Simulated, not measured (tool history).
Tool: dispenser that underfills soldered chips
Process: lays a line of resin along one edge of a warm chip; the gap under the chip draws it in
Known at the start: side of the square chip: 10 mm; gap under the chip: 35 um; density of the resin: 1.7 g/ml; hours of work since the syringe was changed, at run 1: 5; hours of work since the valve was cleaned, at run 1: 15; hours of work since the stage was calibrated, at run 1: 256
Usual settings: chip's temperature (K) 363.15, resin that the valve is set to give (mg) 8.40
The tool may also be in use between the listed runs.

run,hour,chip's temperature (K),resin that the valve is set to give (mg),hours of work since the syringe was changed,hours of work since the valve was cleaned,hours of work since the stage was calibrated,time until the resin shows at the far edge (s),resin that the valve gave (mg)
1,0.0,363.15,8.40,5,15,256,60.6,8.38
2,3.3,363.15,8.40,8,17,259,69.7,8.35
# hour 5.9: new syringe of resin
3,7.9,363.15,8.57,2,21,263,49.8,8.49
4,15.6,363.15,8.57,8,27,269,71.1,8.47
# hour 18.5: new syringe of resin
5,23.8,363.15,8.59,4,33,275,55.9,8.49
6,28.0,363.15,8.59,8,37,278,67.7,8.52
# hour 30.9: new syringe of resin
7,35.0,363.15,8.59,3,42,284,52.4,8.47
8,42.4,363.15,8.59,9,48,290,74.1,8.45
# hour 43.2: new syringe of resin
9,48.2,363.15,8.40,4,52,294,56.4,8.23
# hour 55.7: new syringe of resin
10,55.8,363.15,8.40,0,58,300,44.3,8.19
11,61.1,354.15,8.40,4,62,304,80.4,8.21
12,66.4,363.15,8.40,8,66,308,72.0,8.16
# hour 68.4: new syringe of resin
13,74.7,363.15,8.40,5,73,315,60.0,8.17
# hour 80.8: new syringe of resin
14,82.4,363.15,8.40,1,79,320,47.5,8.14
# hour 89.0: dispensing valve cleaned and set on the balance
15,90.0,348.15,9.59,7,1,326,117.3,9.61
16,93.6,366.15,8.92,9,4,329,66.9,8.96
# hour 94.4: new syringe of resin
17,100.5,366.15,8.43,5,9,334,53.4,8.44
18,104.7,366.15,8.43,8,12,337,63.1,8.39
# hour 106.8: new syringe of resin
19,109.7,362.15,8.30,2,16,341,51.6,8.27
20,113.5,363.15,7.53,5,19,344,61.9,7.43
# hour 119.5: new syringe of resin
21,120.1,367.15,8.72,0,24,349,37.5,8.64
22,127.4,363.15,10.77,6,30,355,60.1,10.67
# hour 132.3: new syringe of resin
23,132.5,366.15,9.37,0,34,359,39.6,9.25
24,136.0,370.15,8.40,3,36,361,40.4,8.30
25,141.2,360.15,10.45,7,41,366,74.1,10.33
# hour 144.6: new syringe of resin
26,146.0,360.15,9.71,1,44,369,52.0,9.57
27,151.0,358.15,9.39,5,48,373,71.2,9.24

Hidden state at the last listed run before each entry between runs and at the first one after, where it differs:
Between runs 2 and 3: new syringe of resin (hour 5.9)
  resin's viscosity, % of fresh resin's: 158.3 -> 111.7; dose that the valve gives, % of what is set: 99.48 -> 99.32; true chip temperature over the reading, C: 1.47 -> 1.49
  measured less the result without the state, time until the resin shows at the far edge (s): +23.0 -> +2.5; resin that the valve gave (mg): -0.05 -> -0.06
Between runs 4 and 5: new syringe of resin (hour 18.5)
  resin's viscosity, % of fresh resin's: 158.8 -> 126.8; dose that the valve gives, % of what is set: 99.07 -> 98.8; true chip temperature over the reading, C: 1.52 -> 1.55
  measured less the result without the state, time until the resin shows at the far edge (s): +23.6 -> +9.0; resin that the valve gave (mg): -0.08 -> -0.10
Between runs 6 and 7: new syringe of resin (hour 30.9)
  resin's viscosity, % of fresh resin's: 153.8 -> 118.7; dose that the valve gives, % of what is set: 98.66 -> 98.41; true chip temperature over the reading, C: 1.57 -> 1.6
  measured less the result without the state, time until the resin shows at the far edge (s): +20.9 -> +5.5; resin that the valve gave (mg): -0.12 -> -0.14
Between runs 8 and 9: new syringe of resin (hour 43.2)
  resin's viscosity, % of fresh resin's: 167 -> 126.3; dose that the valve gives, % of what is set: 98.16 -> 97.98; true chip temperature over the reading, C: 1.63 -> 1.65
  measured less the result without the state, time until the resin shows at the far edge (s): +26.9 -> +8.9; resin that the valve gave (mg): -0.16 -> -0.17
Between runs 9 and 10: new syringe of resin (hour 55.7)
  resin's viscosity, % of fresh resin's: 126.3 -> 99.5; dose that the valve gives, % of what is set: 97.98 -> 97.74; true chip temperature over the reading, C: 1.65 -> 1.68
  measured less the result without the state, time until the resin shows at the far edge (s): +8.9 -> -3.0; resin that the valve gave (mg): -0.17 -> -0.19
Between runs 12 and 13: new syringe of resin (hour 68.4)
  resin's viscosity, % of fresh resin's: 161.8 -> 133.9; dose that the valve gives, % of what is set: 97.41 -> 97.14; true chip temperature over the reading, C: 1.72 -> 1.76
  measured less the result without the state, time until the resin shows at the far edge (s): +24.7 -> +12.2; resin that the valve gave (mg): -0.21 -> -0.25
Between runs 13 and 14: new syringe of resin (hour 80.8)
  resin's viscosity, % of fresh resin's: 133.9 -> 107.5; dose that the valve gives, % of what is set: 97.14 -> 96.89; true chip temperature over the reading, C: 1.76 -> 1.79
  measured less the result without the state, time until the resin shows at the far edge (s): +12.2 -> +0.4; resin that the valve gave (mg): -0.25 -> -0.26
Between runs 14 and 15: dispensing valve cleaned and set on the balance (hour 89.0)
  resin's viscosity, % of fresh resin's: 107.5 -> 146; dose that the valve gives, % of what is set: 96.89 -> 100.31; true chip temperature over the reading, C: 1.79 -> 1.81
  measured less the result without the state, time until the resin shows at the far edge (s): +0.4 -> +30.4; resin that the valve gave (mg): -0.26 -> +0.03
Between runs 16 and 17: new syringe of resin (hour 94.4)
  resin's viscosity, % of fresh resin's: 172.1 -> 134.7; dose that the valve gives, % of what is set: 100.19 -> 99.97; true chip temperature over the reading, C: 1.83 -> 1.85
  measured less the result without the state, time until the resin shows at the far edge (s): +25.1 -> +10.7; resin that the valve gave (mg): +0.01 -> +0.00
Between runs 18 and 19: new syringe of resin (hour 106.8)
  resin's viscosity, % of fresh resin's: 163.9 -> 114.1; dose that the valve gives, % of what is set: 99.84 -> 99.68; true chip temperature over the reading, C: 1.87 -> 1.89
  measured less the result without the state, time until the resin shows at the far edge (s): +21.8 -> +2.8; resin that the valve gave (mg): -0.01 -> -0.02
Between runs 20 and 21: new syringe of resin (hour 119.5)
  resin's viscosity, % of fresh resin's: 136 -> 101.4; dose that the valve gives, % of what is set: 99.55 -> 99.32; true chip temperature over the reading, C: 1.9 -> 1.93
  measured less the result without the state, time until the resin shows at the far edge (s): +12.8 -> -2.4; resin that the valve gave (mg): -0.04 -> -0.06
Between runs 22 and 23: new syringe of resin (hour 132.3)
  resin's viscosity, % of fresh resin's: 142 -> 103.5; dose that the valve gives, % of what is set: 99.08 -> 98.93; true chip temperature over the reading, C: 1.96 -> 1.98
  measured less the result without the state, time until the resin shows at the far edge (s): +14.4 -> -1.8; resin that the valve gave (mg): -0.10 -> -0.10
Between runs 25 and 26: new syringe of resin (hour 144.6)
  resin's viscosity, % of fresh resin's: 154.5 -> 107.5; dose that the valve gives, % of what is set: 98.64 -> 98.48; true chip temperature over the reading, C: 2.01 -> 2.03
  measured less the result without the state, time until the resin shows at the far edge (s): +22.0 -> -0.5; resin that the valve gave (mg): -0.14 -> -0.15

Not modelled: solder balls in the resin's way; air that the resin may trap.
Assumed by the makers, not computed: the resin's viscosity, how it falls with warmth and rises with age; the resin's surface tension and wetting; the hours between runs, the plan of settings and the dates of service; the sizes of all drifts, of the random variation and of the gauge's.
